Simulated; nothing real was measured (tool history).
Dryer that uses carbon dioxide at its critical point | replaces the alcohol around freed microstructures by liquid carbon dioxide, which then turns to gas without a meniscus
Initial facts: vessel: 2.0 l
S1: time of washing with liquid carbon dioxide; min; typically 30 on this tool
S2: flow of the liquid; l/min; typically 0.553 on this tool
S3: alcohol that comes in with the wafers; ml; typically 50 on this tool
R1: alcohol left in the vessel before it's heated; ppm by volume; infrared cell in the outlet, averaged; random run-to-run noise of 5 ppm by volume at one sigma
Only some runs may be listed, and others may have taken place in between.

{"run": 1, "hour": 0.0, "S1": 30, "S2": 0.553, "S3": 50, "R1": 117}
{"run": 2, "hour": 29.1, "S1": 30, "S2": 0.553, "S3": 50, "R1": 119}
{"run": 3, "hour": 51.7, "S1": 19, "S2": 0.553, "S3": 50, "R1": 335}
{"run": 4, "hour": 80.5, "S1": 30, "S2": 0.784, "S3": 50, "R1": 104}
{"run": 5, "hour": 104.5, "S1": 30, "S2": 0.553, "S3": 50, "R1": 115}
{"run": 6, "hour": 129.8, "S1": 30, "S2": 0.553, "S3": 50, "R1": 120}
{"run": 7, "hour": 148.2, "S1": 30, "S2": 0.553, "S3": 50, "R1": 119}
{"run": 8, "hour": 170.2, "S1": 30, "S2": 0.553, "S3": 50, "R1": 114}
{"run": 9, "hour": 201.3, "S1": 30, "S2": 0.553, "S3": 50, "R1": 132}
{"hour": 223.0, "done": "inlet filter changed"}
{"run": 10, "hour": 237.5, "S1": 35, "S2": 0.553, "S3": 50, "R1": 120}
{"run": 11, "hour": 257.2, "S1": 30, "S2": 0.553, "S3": 50, "R1": 122}
{"run": 12, "hour": 281.8, "S1": 30, "S2": 0.553, "S3": 50, "R1": 127}
{"run": 13, "hour": 301.5, "S1": 30, "S2": 0.553, "S3": 50, "R1": 130}
{"run": 14, "hour": 334.6, "S1": 30, "S2": 0.553, "S3": 50, "R1": 129}
{"run": 15, "hour": 356.3, "S1": 30, "S2": 0.553, "S3": 50, "R1": 116}
{"run": 16, "hour": 391.6, "S1": 30, "S2": 0.553, "S3": 50, "R1": 126}
{"run": 17, "hour": 432.0, "S1": 30, "S2": 0.553, "S3": 20, "R1": 125}
{"run": 18, "hour": 466.6, "S1": 30, "S2": 0.553, "S3": 20, "R1": 138}
{"run": 19, "hour": 499.4, "S1": 20, "S2": 0.553, "S3": 50, "R1": 269}
{"run": 20, "hour": 530.6, "S1": 20, "S2": 0.553, "S3": 50, "R1": 268}
{"run": 21, "hour": 566.2, "S1": 20, "S2": 0.553, "S3": 50, "R1": 280}
{"run": 22, "hour": 608.0, "S1": 20, "S2": 0.553, "S3": 50, "R1": 288}
{"run": 23, "hour": 643.4, "S1": 20, "S2": 0.553, "S3": 50, "R1": 293}
{"run": 24, "hour": 686.5, "S1": 20, "S2": 0.553, "S3": 50, "R1": 295}
{"run": 25, "hour": 729.4, "S1": 48, "S2": 0.493, "S3": 50, "R1": 145}
{"run": 26, "hour": 769.2, "S1": 48, "S2": 0.493, "S3": 50, "R1": 146}
{"run": 27, "hour": 812.4, "S1": 47, "S2": 0.601, "S3": 72, "R1": 147}
{"run": 28, "hour": 834.9, "S1": 30, "S2": 0.858, "S3": 50, "R1": 144}
{"run": 29, "hour": 875.9, "S1": 30, "S2": 0.9, "S3": 50, "R1": 159}
{"run": 30, "hour": 894.6, "S1": 30, "S2": 0.573, "S3": 47, "R1": 161}
{"run": 31, "hour": 917.4, "S1": 43, "S2": 0.342, "S3": 50, "R1": 198}
{"run": 32, "hour": 936.8, "S1": 43, "S2": 0.342, "S3": 77, "R1": 223}
{"run": 33, "hour": 980.5, "S1": 43, "S2": 0.335, "S3": 77, "R1": 231}
{"run": 34, "hour": 1017.0, "S1": 43, "S2": 0.593, "S3": 67, "R1": 173}
{"run": 35, "hour": 1055.2, "S1": 22, "S2": 0.367, "S3": 52, "R1": 936}
{"run": 36, "hour": 1094.4, "S1": 25, "S2": 0.443, "S3": 50, "R1": 369}
{"run": 37, "hour": 1136.7, "S1": 22, "S2": 0.553, "S3": 78, "R1": 373}
{"run": 38, "hour": 1166.7, "S1": 30, "S2": 0.714, "S3": 22, "R1": 176}
{"run": 39, "hour": 1201.9, "S1": 30, "S2": 0.714, "S3": 22, "R1": 185}
{"run": 40, "hour": 1222.1, "S1": 18, "S2": 0.625, "S3": 37, "R1": 333}
{"hour": 1255.2, "done": "inlet filter changed"}
{"run": 41, "hour": 1262.8, "S1": 30, "S2": 0.553, "S3": 32, "R1": 182}
{"run": 42, "hour": 1289.4, "S1": 30, "S2": 0.553, "S3": 32, "R1": 202}
{"run": 43, "hour": 1329.2, "S1": 30, "S2": 0.693, "S3": 32, "R1": 201}
{"run": 44, "hour": 1367.5, "S1": 29, "S2": 0.553, "S3": 50, "R1": 205}
{"run": 45, "hour": 1398.0, "S1": 29, "S2": 0.553, "S3": 50, "R1": 217}
{"run": 46, "hour": 1416.6, "S1": 28, "S2": 0.655, "S3": 42, "R1": 189}

Predict each of these 3 candidate next runs independently; none follows another, all start after run 46:
{"run": "A", "hour": 1442.9, "S1": 38, "S2": 0.553, "S3": 50, "R1": "?"}
{"run": "B", "hour": 1442.9, "S1": 39, "S2": 0.655, "S3": 56, "R1": "?"}
{"run": "C", "hour": 1442.9, "S1": 37, "S2": 0.514, "S3": 38, "R1": "?"}

run=A R1=199
run=B R1=196
run=C R1=199
What these runs would have given with no unlogged condition in the tool:
run=A R1=3
run=B R1=6
run=C R1=6
